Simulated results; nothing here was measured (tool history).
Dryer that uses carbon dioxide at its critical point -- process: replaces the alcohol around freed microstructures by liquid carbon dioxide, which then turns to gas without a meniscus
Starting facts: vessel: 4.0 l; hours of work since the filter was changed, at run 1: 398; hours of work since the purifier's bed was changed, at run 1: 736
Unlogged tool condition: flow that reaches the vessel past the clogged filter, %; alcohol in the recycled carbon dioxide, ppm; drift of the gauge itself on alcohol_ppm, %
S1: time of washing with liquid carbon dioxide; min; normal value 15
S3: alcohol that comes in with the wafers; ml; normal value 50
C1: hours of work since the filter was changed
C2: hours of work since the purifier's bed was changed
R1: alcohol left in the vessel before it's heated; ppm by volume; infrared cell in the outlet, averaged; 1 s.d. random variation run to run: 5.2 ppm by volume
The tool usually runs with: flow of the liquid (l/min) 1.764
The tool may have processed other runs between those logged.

{"run": 1, "hour": 0.0, "S1": 15, "flow of the liquid (l/min)": 1.764, "S3": 50, "C1": 398, "C2": 736, "R1": 280}
{"run": 2, "hour": 31.6, "S1": 15, "flow of the liquid (l/min)": 1.764, "S3": 50, "C1": 422, "C2": 760, "R1": 278}
{"run": 3, "hour": 61.4, "S1": 15, "flow of the liquid (l/min)": 1.764, "S3": 50, "C1": 445, "C2": 783, "R1": 299}
{"run": 4, "hour": 80.7, "S1": 15, "flow of the liquid (l/min)": 1.764, "S3": 50, "C1": 461, "C2": 799, "R1": 290}
{"run": 5, "hour": 111.0, "S1": 15, "flow of the liquid (l/min)": 1.764, "S3": 50, "C1": 484, "C2": 822, "R1": 308}
{"run": 6, "hour": 131.5, "S1": 15, "flow of the liquid (l/min)": 1.764, "S3": 50, "C1": 500, "C2": 838, "R1": 322}
{"run": 7, "hour": 155.4, "S1": 15, "flow of the liquid (l/min)": 1.764, "S3": 50, "C1": 519, "C2": 857, "R1": 329}
{"run": 8, "hour": 182.8, "S1": 15, "flow of the liquid (l/min)": 1.764, "S3": 41, "C1": 540, "C2": 878, "R1": 290}
{"run": 9, "hour": 213.6, "S1": 16, "flow of the liquid (l/min)": 1.764, "S3": 50, "C1": 564, "C2": 902, "R1": 298}
{"run": 10, "hour": 241.8, "S1": 17, "flow of the liquid (l/min)": 1.764, "S3": 50, "C1": 586, "C2": 924, "R1": 265}
{"hour": 258.9, "done": "inlet filter changed"}
{"run": 11, "hour": 266.7, "S1": 15, "flow of the liquid (l/min)": 1.764, "S3": 50, "C1": 6, "C2": 943, "R1": 258}
{"run": 12, "hour": 288.9, "S1": 15, "flow of the liquid (l/min)": 1.19, "S3": 50, "C1": 23, "C2": 960, "R1": 619}
{"run": 13, "hour": 310.3, "S1": 15, "flow of the liquid (l/min)": 1.764, "S3": 50, "C1": 40, "C2": 977, "R1": 281}
{"run": 14, "hour": 340.6, "S1": 15, "flow of the liquid (l/min)": 1.764, "S3": 50, "C1": 64, "C2": 1000, "R1": 291}
{"run": 15, "hour": 355.6, "S1": 15, "flow of the liquid (l/min)": 2.83, "S3": 102, "C1": 75, "C2": 1012, "R1": 202}
{"run": 16, "hour": 384.5, "S1": 13, "flow of the liquid (l/min)": 2.5, "S3": 102, "C1": 98, "C2": 1035, "R1": 260}
{"run": 17, "hour": 414.0, "S1": 13, "flow of the liquid (l/min)": 1.62, "S3": 102, "C1": 121, "C2": 1058, "R1": 756}
{"run": 18, "hour": 435.8, "S1": 19, "flow of the liquid (l/min)": 1.07, "S3": 84, "C1": 138, "C2": 1075, "R1": 712}
{"run": 19, "hour": 463.4, "S1": 15, "flow of the liquid (l/min)": 1.764, "S3": 107, "C1": 159, "C2": 1096, "R1": 419}
{"run": 20, "hour": 482.9, "S1": 15, "flow of the liquid (l/min)": 1.7, "S3": 108, "C1": 175, "C2": 1111, "R1": 484}
{"run": 21, "hour": 501.9, "S1": 13, "flow of the liquid (l/min)": 1.7, "S3": 65, "C1": 190, "C2": 1126, "R1": 509}
{"run": 22, "hour": 520.0, "S1": 11, "flow of the liquid (l/min)": 1.19, "S3": 48, "C1": 204, "C2": 1140, "R1": 1374}
{"run": 23, "hour": 545.9, "S1": 11, "flow of the liquid (l/min)": 1.19, "S3": 48, "C1": 224, "C2": 1161, "R1": 1329}
{"run": 24, "hour": 576.8, "S1": 11, "flow of the liquid (l/min)": 1.19, "S3": 48, "C1": 248, "C2": 1185, "R1": 1388}
{"run": 25, "hour": 590.6, "S1": 15, "flow of the liquid (l/min)": 1.764, "S3": 29, "C1": 259, "C2": 1195, "R1": 295}
{"run": 26, "hour": 612.2, "S1": 15, "flow of the liquid (l/min)": 1.12, "S3": 41, "C1": 276, "C2": 1212, "R1": 771}
{"run": 27, "hour": 641.2, "S1": 15, "flow of the liquid (l/min)": 1.12, "S3": 41, "C1": 298, "C2": 1235, "R1": 761}

Below are 5 alternative next runs, each starting from the tool's condition after run 27. Predict each:
{"run": "A", "hour": 664.5, "S1": 15, "flow of the liquid (l/min)": 1.12, "S3": 23, "C1": 316, "C2": 1253, "R1": "?"}
{"run": "B", "hour": 664.5, "S1": 15, "flow of the liquid (l/min)": 1.45, "S3": 41, "C1": 316, "C2": 1253, "R1": "?"}
{"run": "C", "hour": 664.5, "S1": 15, "flow of the liquid (l/min)": 1.764, "S3": 25, "C1": 316, "C2": 1253, "R1": "?"}
{"run": "D", "hour": 664.5, "S1": 12, "flow of the liquid (l/min)": 1.764, "S3": 102, "C1": 316, "C2": 1253, "R1": "?"}
{"run": "E", "hour": 664.5, "S1": 15, "flow of the liquid (l/min)": 2.54, "S3": 41, "C1": 316, "C2": 1253, "R1": "?"}

run=A R1=543
run=B R1=470
run=C R1=294
run=D R1=877
run=E R1=250
Stripped of hidden state, with their random variation kept, the same runs would have yielded:
run=A R1=243
run=B R1=178
run=C R1=47
run=D R1=481
run=E R1=12
